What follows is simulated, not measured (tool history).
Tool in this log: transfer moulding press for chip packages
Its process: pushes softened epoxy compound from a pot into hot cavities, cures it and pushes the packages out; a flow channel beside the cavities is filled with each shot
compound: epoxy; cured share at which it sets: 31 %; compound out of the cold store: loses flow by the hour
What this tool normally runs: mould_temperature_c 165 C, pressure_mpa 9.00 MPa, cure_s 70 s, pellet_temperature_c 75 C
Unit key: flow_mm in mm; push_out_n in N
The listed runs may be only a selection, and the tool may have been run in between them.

run	day	mould_temperature_c	pressure_mpa	cure_s	pellet_temperature_c	incoming compound's hours out of the cold store	flow_mm	push_out_n
1	0.000	165	9.00	70	75	23.7	881	579
# day 1.900: cavities cleaned with cleaning compound and waxed
2	2.162	165	7.98	70	75	36.6	797	563
3	3.517	166	9.00	70	75	17.9	879	823
# day 4.025: cavities cleaned with cleaning compound and waxed
4	5.188	166	9.00	70	75	20.6	869	735
# day 6.146: cavities cleaned with cleaning compound and waxed
5	6.979	166	9.00	70	75	17.7	864	704
# day 8.296: cavities cleaned with cleaning compound and waxed
6	8.421	165	10.68	70	75	40.3	887	483
7	9.746	165	10.68	70	75	13.1	948	899
# day 10.408: cavities cleaned with cleaning compound and waxed
8	11.675	165	9.00	70	78	18.5	840	838
# day 12.554: cavities cleaned with cleaning compound and waxed
9	13.258	165	9.00	70	78	11.1	854	718
# day 14.725: cavities cleaned with cleaning compound and waxed
10	14.750	165	9.00	70	78	11.2	861	458
11	16.267	165	9.00	70	78	40.1	781	817
# day 16.662: plunger's sealing rings changed
# day 17.021: cavities cleaned with cleaning compound and waxed
12	18.492	165	7.99	70	78	12.3	876	877
# day 19.138: cavities cleaned with cleaning compound and waxed
13	20.033	165	7.99	70	78	35.8	813	720
# day 21.283: cavities cleaned with cleaning compound and waxed
14	22.158	165	7.99	70	78	44.8	791	697
# day 23.429: cavities cleaned with cleaning compound and waxed
15	24.296	165	9.00	70	77	14.5	894	728
16	25.421	165	7.26	70	75	28.0	775	858
# day 25.683: cavities cleaned with cleaning compound and waxed
17	26.612	164	8.87	70	75	46.7	808	767
18	27.558	164	8.87	70	75	32.9	844	917
# day 27.829: cavities cleaned with cleaning compound and waxed
19	29.558	164	8.62	70	84	20.2	838	911
# day 29.925: cavities cleaned with cleaning compound and waxed
20	31.196	162	9.31	70	75	11.8	903	995
# day 32.133: cavities cleaned with cleaning compound and waxed
21	32.496	165	8.80	57	75	17.9	860	1008
22	33.792	167	8.44	62	75	41.5	766	951
# day 34.329: cavities cleaned with cleaning compound and waxed
23	34.867	165	9.00	70	75	44.5	799	660
# day 36.429: cavities cleaned with cleaning compound and waxed
# day 36.721: mould's thermocouples calibrated
24	37.008	161	8.65	93	77	35.2	795	521
# day 38.746: cavities cleaned with cleaning compound and waxed
25	39.271	162	9.53	54	77	9.5	889	1628

Expected results for the next run?
# day 41.012: plunger's sealing rings changed
# day 41.075: cavities cleaned with cleaning compound and waxed
26	41.629	161	9.00	65	75	10.3	?	?

Run 26 yielded flow_mm 936 mm, push_out_n 1083 N.
On a tool with no hidden condition, and with the same random variation, this run would have come out at flow_mm 939 mm, push_out_n 727 N.
